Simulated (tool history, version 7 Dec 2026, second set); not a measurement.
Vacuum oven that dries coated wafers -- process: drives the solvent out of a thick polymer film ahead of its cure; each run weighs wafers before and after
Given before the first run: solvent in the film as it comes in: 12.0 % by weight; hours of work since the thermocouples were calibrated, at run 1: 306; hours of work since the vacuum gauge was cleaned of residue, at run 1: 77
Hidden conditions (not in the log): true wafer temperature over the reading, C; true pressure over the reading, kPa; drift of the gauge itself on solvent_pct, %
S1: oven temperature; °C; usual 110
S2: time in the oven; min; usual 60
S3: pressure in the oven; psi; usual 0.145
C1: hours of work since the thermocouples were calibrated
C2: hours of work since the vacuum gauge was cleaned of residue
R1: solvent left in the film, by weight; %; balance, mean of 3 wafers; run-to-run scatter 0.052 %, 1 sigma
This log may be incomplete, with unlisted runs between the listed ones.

run	hour	S1	S2	S3	C1	C2	R1
1	0	110	60	0.145	306	77	1.62
2	40.2	110	60	0.145	323	94	1.68
3	67.4	110	60	0.091	334	105	1.43
4	105.8	110	60	0.477	349	121	2.51
5	134.6	110	60	0.477	361	132	2.51
6	167.8	110	60	0.477	375	146	2.36
7	194.9	110	60	0.477	386	157	2.37
8	227.6	110	60	0.477	399	171	2.36
9	254.5	99	55	0.4	411	182	4.36
10	274.6	99	37	0.484	419	190	5.74
11	311.8	99	37	0.171	434	205	5.01
12	343.2	110	60	0.125	447	218	1.59
13	364.5	122	31	0.086	456	227	1.9

Consider 4 possible next runs. They are alternatives, not a sequence: every one starts from the tool as it was left by run 13. What does each give?
A	402.9	120	103	0.074	471	243	?
B	402.9	102	31	0.571	471	243	?
C	402.9	96	60	0.252	471	243	?
D	402.9	114	55	0.191	471	243	?

run	R1
A	0.2
B	5.8
C	4.12
D	1.6
With the hidden condition removed and each run's random variation left untouched, the same runs would have given:
run	R1
A	0.18
B	5.69
C	3.99
D	1.53
